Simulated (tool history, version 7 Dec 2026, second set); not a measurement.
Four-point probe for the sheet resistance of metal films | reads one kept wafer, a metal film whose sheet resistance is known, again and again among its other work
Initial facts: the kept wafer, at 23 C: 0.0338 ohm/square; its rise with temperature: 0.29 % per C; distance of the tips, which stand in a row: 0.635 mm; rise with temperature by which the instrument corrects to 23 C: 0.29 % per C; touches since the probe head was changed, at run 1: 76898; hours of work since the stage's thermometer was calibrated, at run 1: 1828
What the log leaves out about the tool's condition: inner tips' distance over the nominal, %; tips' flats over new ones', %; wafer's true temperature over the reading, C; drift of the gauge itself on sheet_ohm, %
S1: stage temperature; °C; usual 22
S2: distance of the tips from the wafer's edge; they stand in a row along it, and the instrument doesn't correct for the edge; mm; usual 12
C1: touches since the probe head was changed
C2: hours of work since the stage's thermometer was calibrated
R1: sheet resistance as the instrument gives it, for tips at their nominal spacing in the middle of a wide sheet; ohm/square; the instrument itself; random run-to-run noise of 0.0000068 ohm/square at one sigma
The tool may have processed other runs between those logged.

{"run": 1, "hour": 0.0, "S1": 22, "S2": 12, "C1": 76898, "C2": 1828, "R1": 0.033849}
{"run": 2, "hour": 107.6, "S1": 22, "S2": 12, "C1": 81206, "C2": 1886, "R1": 0.033851}
{"run": 3, "hour": 197.5, "S1": 23, "S2": 12, "C1": 84802, "C2": 1935, "R1": 0.03384}
{"run": 4, "hour": 250.9, "S1": 23, "S2": 12, "C1": 86942, "C2": 1963, "R1": 0.033849}
{"run": 5, "hour": 319.0, "S1": 23, "S2": 12, "C1": 89666, "C2": 2000, "R1": 0.033857}
{"run": 6, "hour": 413.1, "S1": 23, "S2": 12, "C1": 93433, "C2": 2051, "R1": 0.033854}
{"run": 7, "hour": 475.9, "S1": 23, "S2": 12, "C1": 95947, "C2": 2085, "R1": 0.033854}
{"run": 8, "hour": 587.0, "S1": 23, "S2": 12, "C1": 100394, "C2": 2144, "R1": 0.033864}
{"run": 9, "hour": 683.9, "S1": 22, "S2": 12, "C1": 104272, "C2": 2197, "R1": 0.033849}
{"run": 10, "hour": 753.8, "S1": 22, "S2": 12, "C1": 107070, "C2": 2234, "R1": 0.033848}
{"run": 11, "hour": 836.3, "S1": 22, "S2": 12, "C1": 110372, "C2": 2279, "R1": 0.033845}
{"run": 12, "hour": 907.0, "S1": 22, "S2": 25, "C1": 113203, "C2": 2317, "R1": 0.033815}
{"run": 13, "hour": 994.8, "S1": 22, "S2": 12, "C1": 116714, "C2": 2364, "R1": 0.033842}
{"run": 14, "hour": 1062.8, "S1": 22, "S2": 12, "C1": 119436, "C2": 2401, "R1": 0.033861}
{"run": 15, "hour": 1131.7, "S1": 22, "S2": 12, "C1": 122195, "C2": 2438, "R1": 0.033849}
{"run": 16, "hour": 1238.3, "S1": 22, "S2": 12, "C1": 126461, "C2": 2495, "R1": 0.033864}
{"run": 17, "hour": 1286.4, "S1": 22, "S2": 12, "C1": 128385, "C2": 2521, "R1": 0.033848}
{"hour": 1296.2, "done": "new probe head fitted"}
{"run": 18, "hour": 1343.7, "S1": 22, "S2": 12, "C1": 1903, "C2": 2551, "R1": 0.03385}
{"run": 19, "hour": 1406.3, "S1": 22, "S2": 12, "C1": 4407, "C2": 2585, "R1": 0.033862}
{"run": 20, "hour": 1494.8, "S1": 22, "S2": 12, "C1": 7951, "C2": 2633, "R1": 0.033851}
{"run": 21, "hour": 1547.5, "S1": 22, "S2": 12, "C1": 10061, "C2": 2661, "R1": 0.033843}
{"hour": 1587.0, "done": "stage's thermometer calibrated"}
{"run": 22, "hour": 1618.8, "S1": 22, "S2": 12, "C1": 12895, "C2": 17, "R1": 0.033846}
{"run": 23, "hour": 1690.0, "S1": 19, "S2": 3, "C1": 15744, "C2": 55, "R1": 0.034603}
{"run": 24, "hour": 1738.2, "S1": 19, "S2": 3, "C1": 17672, "C2": 81, "R1": 0.034592}
{"run": 25, "hour": 1786.9, "S1": 19, "S2": 3, "C1": 19622, "C2": 108, "R1": 0.034602}
{"run": 26, "hour": 1838.8, "S1": 19, "S2": 3, "C1": 21701, "C2": 136, "R1": 0.034584}
{"run": 27, "hour": 1899.8, "S1": 30, "S2": 13, "C1": 24140, "C2": 168, "R1": 0.033867}
{"run": 28, "hour": 2006.5, "S1": 30, "S2": 13, "C1": 28410, "C2": 226, "R1": 0.033859}
{"run": 29, "hour": 2102.8, "S1": 22, "S2": 12, "C1": 32267, "C2": 278, "R1": 0.033836}

Estimate the outcome of run 30 from the log above:
{"run": 30, "hour": 2211.8, "S1": 26, "S2": 10, "C1": 36628, "C2": 337, "R1": "?"}

Logged for run 30: R1 0.033883 ohm/square.
Without the tool's hidden state the same run would have given R1 0.033881 ohm/square.
